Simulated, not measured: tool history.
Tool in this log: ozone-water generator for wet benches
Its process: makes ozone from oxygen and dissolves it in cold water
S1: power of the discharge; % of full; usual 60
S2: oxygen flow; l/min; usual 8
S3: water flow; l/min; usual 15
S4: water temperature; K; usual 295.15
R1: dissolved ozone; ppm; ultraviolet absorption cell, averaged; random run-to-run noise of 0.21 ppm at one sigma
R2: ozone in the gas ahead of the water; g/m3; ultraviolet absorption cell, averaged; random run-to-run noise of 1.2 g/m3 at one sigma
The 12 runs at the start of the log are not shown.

run,hour,S1,S2,S3,S4,R1,R2
13,734.9,60,5.43,15,295.15,26,235.6
14,824.8,43,5.43,15,295.15,21.2,188.1
# hour 854.2: contactor cleaned, once more
15,913.5,60,6.32,15,295.15,28.5,222.8
16,967.2,60,8,15,295.15,28,204.9
17,1013,60,8,15,295.15,28.2,206.7
18,1086.7,67,8,15,300.15,27.1,219
19,1139.4,93,8,15,293.15,38.6,270.1
20,1186.2,93,12.12,10,293.15,44.3,230.9
21,1232.6,93,12.12,10,293.15,45.5,232
22,1303.6,53,5.76,9,302.15,29.6,209.3
23,1381.6,53,13.2,9,291.15,33.9,155.8
24,1430,60,6.17,15,295.15,27.9,222.8
25,1483.6,60,8,22,299.15,20.4,203.8
26,1577.9,91,5.67,18,290.15,34.6,297.1
27,1642.5,65,5.67,19,290.15,26.5,241.6
28,1735.3,65,5.67,19,290.15,26.9,239.1
29,1786,65,5.67,19,290.15,26.4,238.3
30,1838,65,5.67,19,290.15,26.6,238.9
31,1921.2,65,11.95,17,295.15,26.7,181.6
32,2022,60,8,19,295.15,23.9,199.3

The next listed run, before its measurement:
33,2084.3,60,5.38,18,295.15,?,?

R1: 23.9 ppm
R2: 233.6 g/m3
The same run, on a tool lacking any hidden state, would have yielded R1 26.3 ppm, R2 252.1 g/m3.
